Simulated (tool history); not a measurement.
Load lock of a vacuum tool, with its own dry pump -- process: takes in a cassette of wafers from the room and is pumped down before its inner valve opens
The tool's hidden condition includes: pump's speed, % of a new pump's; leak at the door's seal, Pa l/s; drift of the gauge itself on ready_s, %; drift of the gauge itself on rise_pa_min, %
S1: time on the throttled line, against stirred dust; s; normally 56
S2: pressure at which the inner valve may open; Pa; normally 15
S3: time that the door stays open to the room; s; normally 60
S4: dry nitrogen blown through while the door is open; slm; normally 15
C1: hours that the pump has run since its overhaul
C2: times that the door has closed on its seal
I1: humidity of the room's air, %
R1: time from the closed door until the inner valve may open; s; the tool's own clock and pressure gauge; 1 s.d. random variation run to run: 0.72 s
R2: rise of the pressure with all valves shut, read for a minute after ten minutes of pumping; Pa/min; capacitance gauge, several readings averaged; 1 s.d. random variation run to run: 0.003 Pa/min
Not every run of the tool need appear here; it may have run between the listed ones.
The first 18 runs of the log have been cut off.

Run 19, hour 1681.4: usual settings but S4 41 slm; C1 7376; C2 12981; I1 44.6. Result: R1 119.4 s, R2 0.113 Pa/min.
Run 20, hour 1781.0: usual settings but S1 34 s, S2 10 Pa, S4 39 slm; C1 7475; C2 13205; I1 43.5. Result: R1 108.8 s, R2 0.114 Pa/min.
Run 21, hour 1889.4: usual settings but S1 44 s, S2 25 Pa; C1 7584; C2 13448; I1 49.1. Result: R1 105.4 s, R2 0.125 Pa/min.
Run 22, hour 1977.5: usual settings but S1 94 s, S2 13 Pa, S3 131 s, S4 17 slm; C1 7672; C2 13646; I1 45.7. Result: R1 147.4 s, R2 0.152 Pa/min.
Run 23, hour 2067.1: usual settings but S1 45 s, S4 12 slm; C1 7761; C2 13847; I1 42.5. Result: R1 114.3 s, R2 0.137 Pa/min.
Run 24, hour 2134.2: usual settings but S1 39 s, S4 12 slm; C1 7828; C2 13998; I1 42.5. Result: R1 109.2 s, R2 0.134 Pa/min.
Run 25, hour 2205.5: usual settings but S1 70 s; C1 7900; C2 14158; I1 46.8. Result: R1 129.2 s, R2 0.139 Pa/min.
Run 26, hour 2277.7: usual settings but S4 34 slm; C1 7972; C2 14321; I1 46.3. Result: R1 119.9 s, R2 0.130 Pa/min.
Run 27, hour 2338.4: usual settings but S1 52 s, S3 73 s, S4 8 slm; C1 8033; C2 14457; I1 46.8. Result: R1 117.2 s, R2 0.155 Pa/min.
Run 28, hour 2427.5: usual settings but S1 52 s, S2 10 Pa, S3 113 s, S4 8 slm; C1 8122; C2 14657; I1 47.8. Result: R1 124.1 s, R2 0.173 Pa/min.
Run 29, hour 2545.1: usual settings but S1 63 s, S2 11 Pa, S3 40 s, S4 14 slm; C1 8239; C2 14922; I1 46.1. Result: R1 129.4 s, R2 0.140 Pa/min.
Run 30, hour 2626.6: usual settings but S1 63 s, S2 11 Pa, S3 40 s, S4 14 slm; C1 8321; C2 15105; I1 44.6. Result: R1 129.1 s, R2 0.142 Pa/min.
Run 31, hour 2754.8: usual settings but S4 25 slm; C1 8449; C2 15393; I1 45.0. Result: R1 122.8 s, R2 0.149 Pa/min.
Run 32, hour 2863.2: usual settings but S1 91 s, S4 37 slm; C1 8557; C2 15636; I1 43.6. Result: R1 144.8 s, R2 0.143 Pa/min.
Run 33, hour 2958.4: usual settings but S3 32 s; C1 8653; C2 15850; I1 43.8. Result: R1 123.3 s, R2 0.150 Pa/min.
Run 34, hour 3019.2: usual settings but S1 76 s, S2 17 Pa, S3 30 s; C1 8713; C2 15987; I1 43.9. Result: R1 132.7 s, R2 0.152 Pa/min.
Run 35, hour 3079.5: usual settings but S1 34 s, S2 17 Pa, S3 30 s; C1 8774; C2 16122; I1 42.4. Result: R1 107.0 s, R2 0.152 Pa/min.
Run 36, hour 3160.7: usual settings but S1 54 s, S2 27 Pa, S3 121 s, S4 19 slm; C1 8855; C2 16305; I1 47.2. Result: R1 115.9 s, R2 0.180 Pa/min.
Run 37, hour 3221.7: usual settings but S1 54 s, S2 27 Pa, S3 121 s, S4 19 slm; C1 8916; C2 16442; I1 46.9. Result: R1 114.8 s, R2 0.179 Pa/min.
Run 38, hour 3296.8: usual settings but S1 57 s, S2 10 Pa, S3 139 s, S4 28 slm; C1 8991; C2 16610; I1 46.5. Result: R1 128.5 s, R2 0.176 Pa/min.

Here are 3 independent what-if runs from the current tool condition. What would each one return?
Run A, hour 3399.4: usual settings but S1 111 s, S2 23 Pa; C1 9094; C2 16841; I1 43.3. Result: R1 ?, R2 ?.
Run B, hour 3399.4: usual settings but S1 44 s, S3 116 s; C1 9094; C2 16841; I1 46.0. Result: R1 ?, R2 ?.
Run C, hour 3399.4: usual settings but S1 57 s, S2 10 Pa, S3 77 s, S4 28 slm; C1 9094; C2 16841; I1 45.8. Result: R1 ?, R2 ?.

run     R1     R2
  A  152.1  0.166
  B  117.0  0.185
  C  128.2  0.165
Take away the tool's hidden state, keep each run's random variation, and the runs would have read:
run     R1     R2
  A  143.0  0.026
  B  101.2  0.043
  C  112.6  0.022
